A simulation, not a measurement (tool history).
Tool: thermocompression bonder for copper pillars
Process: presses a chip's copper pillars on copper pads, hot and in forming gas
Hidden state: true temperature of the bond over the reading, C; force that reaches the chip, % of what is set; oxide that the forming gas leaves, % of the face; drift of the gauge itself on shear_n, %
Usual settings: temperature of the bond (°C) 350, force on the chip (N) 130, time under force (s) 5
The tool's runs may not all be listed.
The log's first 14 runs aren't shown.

run,hour,temperature of the bond (°C),force on the chip (N),time under force (s),hours of work since the heater was calibrated,hours of work since the force cell was calibrated,hours of work since the gas filter was changed,force that shears a chip off (N)
15,730.7,350,130,5,96,1458,58,89.1
# hour 790.1: forming gas filter changed
16,800.2,350,130,3,150,1512,8,78.0
17,838.8,350,130,3,181,1543,39,78.1
18,880.9,350,130,5,214,1576,72,89.7
# hour 923.3: forming gas filter changed
19,942.8,350,130,5,263,1625,15,89.5
20,1014.3,332,182,9,320,1682,72,101.6
# hour 1058.8: forming gas filter changed
21,1085.9,372,109,8,376,1738,21,106.3
22,1130.3,372,109,8,411,1773,57,105.2
23,1185.5,327,130,5,455,1817,100,75.1
# hour 1192.8: forming gas filter changed
24,1220.9,327,130,5,483,1844,22,75.2
25,1268.1,322,78,4,520,1882,60,52.2
# hour 1326.6: forming gas filter changed
26,1326.6,334,159,3,566,1928,0,73.5
27,1374.5,343,102,3,604,1966,38,67.3
28,1410.5,343,102,3,632,1994,66,66.5
29,1449.0,346,151,10,663,2025,97,106.9
# hour 1462.4: forming gas filter changed
# hour 1468.9: force cell calibrated
30,1493.3,346,151,10,696,19,23,105.8
31,1562.2,346,151,10,751,74,78,106.0
# hour 1596.6: forming gas filter changed
32,1637.5,376,151,3,810,133,32,97.1
33,1672.7,348,96,11,838,161,60,96.1
# hour 1731.4: forming gas filter changed
34,1743.0,348,96,11,893,216,9,97.3
35,1779.8,346,96,14,923,246,38,99.7
36,1820.3,350,188,3,955,278,70,88.7
37,1855.0,350,107,5,982,305,98,83.7

Forecast each of these 4 alternatives for the next run:
# hour 1865.8: forming gas filter changed
A,1909.3,350,130,14,1025,348,34,?
# hour 1865.8: forming gas filter changed
B,1909.3,329,79,5,1025,348,34,?
# hour 1865.8: forming gas filter changed
C,1909.3,346,80,5,1025,348,34,?
# hour 1865.8: forming gas filter changed
D,1909.3,326,130,8,1025,348,34,?

run,force that shears a chip off (N)
A,109.4
B,60.8
C,72.3
D,86.4
Without the tool's hidden state the same runs would have given:
run,force that shears a chip off (N)
A,109.5
B,61.0
C,72.4
D,86.5
